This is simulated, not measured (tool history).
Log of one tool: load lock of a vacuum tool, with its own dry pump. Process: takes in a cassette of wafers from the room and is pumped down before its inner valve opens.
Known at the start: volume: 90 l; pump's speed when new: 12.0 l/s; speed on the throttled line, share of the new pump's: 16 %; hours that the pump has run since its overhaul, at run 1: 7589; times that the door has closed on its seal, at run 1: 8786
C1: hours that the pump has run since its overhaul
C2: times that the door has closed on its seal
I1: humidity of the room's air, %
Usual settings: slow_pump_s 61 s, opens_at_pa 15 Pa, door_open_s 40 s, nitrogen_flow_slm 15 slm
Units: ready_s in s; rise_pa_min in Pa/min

Run 1, day 0.000: usual settings; C1 7589; C2 8786; I1 46.7. Result: ready_s 129.4 s, rise_pa_min 0.042 Pa/min.
Run 2, day 18.021: usual settings; C1 8021; C2 10753; I1 43.8. Result: ready_s 131.4 s, rise_pa_min 0.045 Pa/min.
Run 3, day 32.300: usual settings but slow_pump_s 72 s; C1 8364; C2 12312; I1 47.5. Result: ready_s 141.8 s, rise_pa_min 0.051 Pa/min.
Run 4, day 45.133: usual settings but slow_pump_s 72 s; C1 8672; C2 13712; I1 41.7. Result: ready_s 142.7 s, rise_pa_min 0.058 Pa/min.
Run 5, day 56.108: usual settings but slow_pump_s 72 s; C1 8935; C2 14910; I1 44.5. Result: ready_s 142.6 s, rise_pa_min 0.051 Pa/min.
At day 63.392: dry pump taken out, an overhauled one fitted.
Run 6, day 70.012: usual settings; C1 159; C2 16401; I1 42.4. Result: ready_s 116.7 s, rise_pa_min 0.072 Pa/min.
Run 7, day 86.629: usual settings; C1 558; C2 18214; I1 42.6. Result: ready_s 117.0 s, rise_pa_min 0.074 Pa/min.
Run 8, day 102.212: usual settings; C1 932; C2 19915; I1 45.6. Result: ready_s 117.9 s, rise_pa_min 0.079 Pa/min.
Run 9, day 127.400: usual settings; C1 1536; C2 22664; I1 40.4. Result: ready_s 118.5 s, rise_pa_min 0.088 Pa/min.
Run 10, day 147.262: usual settings but opens_at_pa 28 Pa; C1 2013; C2 24832; I1 44.9. Result: ready_s 114.6 s, rise_pa_min 0.104 Pa/min.
Run 11, day 157.775: usual settings but opens_at_pa 28 Pa; C1 2265; C2 25980; I1 42.8. Result: ready_s 115.2 s, rise_pa_min 0.109 Pa/min.
Run 12, day 168.388: usual settings but opens_at_pa 28 Pa; C1 2520; C2 27138; I1 47.0. Result: ready_s 115.8 s, rise_pa_min 0.119 Pa/min.
Run 13, day 184.462: usual settings but opens_at_pa 28 Pa; C1 2906; C2 28893; I1 47.6. Result: ready_s 116.3 s, rise_pa_min 0.127 Pa/min.
Run 14, day 204.821: usual settings but opens_at_pa 28 Pa; C1 3394; C2 31115; I1 49.8. Result: ready_s 117.3 s, rise_pa_min 0.141 Pa/min.
Run 15, day 224.217: usual settings but opens_at_pa 28 Pa; C1 3860; C2 33232; I1 44.0. Result: ready_s 117.0 s, rise_pa_min 0.145 Pa/min.
Run 16, day 238.912: usual settings but opens_at_pa 28 Pa; C1 4213; C2 34836; I1 43.6. Result: ready_s 117.5 s, rise_pa_min 0.158 Pa/min.
Run 17, day 259.225: usual settings but opens_at_pa 28 Pa; C1 4700; C2 37053; I1 44.6. Result: ready_s 118.4 s, rise_pa_min 0.171 Pa/min.
Run 18, day 280.112: usual settings; C1 5201; C2 39333; I1 48.0. Result: ready_s 124.4 s, rise_pa_min 0.195 Pa/min.
Run 19, day 304.558: usual settings; C1 5788; C2 42001; I1 44.1. Result: ready_s 126.9 s, rise_pa_min 0.208 Pa/min.
Run 20, day 322.004: usual settings but slow_pump_s 49 s, opens_at_pa 14 Pa, door_open_s 187 s, nitrogen_flow_slm 24 slm; C1 6207; C2 43906; I1 46.7. Result: ready_s 118.3 s, rise_pa_min 0.252 Pa/min.
Run 21, day 345.262: usual settings but slow_pump_s 109 s, opens_at_pa 27 Pa, door_open_s 159 s, nitrogen_flow_slm 6 slm; C1 6765; C2 46444; I1 43.5. Result: ready_s 161.9 s, rise_pa_min 0.279 Pa/min.
Run 22, day 358.108: usual settings but nitrogen_flow_slm 6 slm; C1 7073; C2 47846; I1 43.5. Result: ready_s 130.3 s, rise_pa_min 0.254 Pa/min.
Run 23, day 374.075: usual settings but door_open_s 46 s, nitrogen_flow_slm 23 slm; C1 7456; C2 49589; I1 46.3. Result: ready_s 129.1 s, rise_pa_min 0.271 Pa/min.
Run 24, day 388.271: usual settings but slow_pump_s 35 s, opens_at_pa 26 Pa; C1 7797; C2 51138; I1 44.8. Result: ready_s 103.3 s, rise_pa_min 0.286 Pa/min.
Run 25, day 407.062: usual settings but slow_pump_s 42 s; C1 8248; C2 53190; I1 43.3. Result: ready_s 115.0 s, rise_pa_min 0.293 Pa/min.
Run 26, day 420.975: usual settings but door_open_s 213 s; C1 8582; C2 54708; I1 46.5. Result: ready_s 131.7 s, rise_pa_min 0.354 Pa/min.
Run 27, day 434.242: usual settings but door_open_s 213 s; C1 8900; C2 56156; I1 44.0. Result: ready_s 132.2 s, rise_pa_min 0.369 Pa/min.
At day 443.171: dry pump taken out, an overhauled one fitted.
At day 456.233: door's seal changed, seat wiped.
Run 28, day 458.296: usual settings but slow_pump_s 120 s, nitrogen_flow_slm 39 slm; C1 362; C2 225; I1 46.0. Result: ready_s 169.5 s, rise_pa_min 0.012 Pa/min.
Run 29, day 473.825: usual settings but opens_at_pa 12 Pa; C1 734; C2 1920; I1 41.7. Result: ready_s 121.4 s, rise_pa_min 0.019 Pa/min.
Run 30, day 493.362: usual settings but nitrogen_flow_slm 27 slm; C1 1203; C2 4053; I1 44.9. Result: ready_s 118.9 s, rise_pa_min 0.024 Pa/min.
Run 31, day 517.925: usual settings but nitrogen_flow_slm 27 slm; C1 1793; C2 6734; I1 44.4. Result: ready_s 120.4 s, rise_pa_min 0.031 Pa/min.
Run 32, day 528.388: usual settings but nitrogen_flow_slm 12 slm; C1 2044; C2 7876; I1 44.3. Result: ready_s 121.0 s, rise_pa_min 0.041 Pa/min.
Run 33, day 548.108: usual settings but door_open_s 63 s, nitrogen_flow_slm 12 slm; C1 2517; C2 10028; I1 42.4. Result: ready_s 123.6 s, rise_pa_min 0.050 Pa/min.
Run 34, day 573.125: usual settings but slow_pump_s 89 s, door_open_s 32 s, nitrogen_flow_slm 5 slm; C1 3117; C2 12759; I1 47.9. Result: ready_s 144.5 s, rise_pa_min 0.055 Pa/min.
Run 35, day 589.458: usual settings but slow_pump_s 106 s, opens_at_pa 16 Pa, door_open_s 177 s; C1 3509; C2 14542; I1 45.8. Result: ready_s 162.2 s, rise_pa_min 0.093 Pa/min.
Run 36, day 610.271: usual settings but slow_pump_s 106 s, opens_at_pa 16 Pa, door_open_s 177 s; C1 4009; C2 16813; I1 49.3. Result: ready_s 160.6 s, rise_pa_min 0.105 Pa/min.
Run 37, day 630.329: usual settings but door_open_s 25 s; C1 4490; C2 19003; I1 41.4. Result: ready_s 123.4 s, rise_pa_min 0.070 Pa/min.
Run 38, day 643.204: usual settings but door_open_s 25 s; C1 4799; C2 20408; I1 45.7. Result: ready_s 126.3 s, rise_pa_min 0.073 Pa/min.

Forecast each of these 3 alternatives for the next run:
Run A, day 655.412: usual settings but nitrogen_flow_slm 8 slm; C1 5092; C2 21741; I1 48.5. Result: ready_s ?, rise_pa_min ?.
Run B, day 655.412: usual settings but slow_pump_s 31 s, door_open_s 194 s, nitrogen_flow_slm 20 slm; C1 5092; C2 21741; I1 46.0. Result: ready_s ?, rise_pa_min ?.
Run C, day 655.412: usual settings but slow_pump_s 58 s, opens_at_pa 12 Pa, nitrogen_flow_slm 11 slm; C1 5092; C2 21741; I1 39.7. Result: ready_s ?, rise_pa_min ?.

run  ready_s  rise_pa_min
  A    127.0        0.088
  B    101.8        0.117
  C    127.3        0.088
Without the tool's hidden state the same runs would have given:
run  ready_s  rise_pa_min
  A    118.7        0.019
  B     93.0        0.049
  C    118.6        0.021
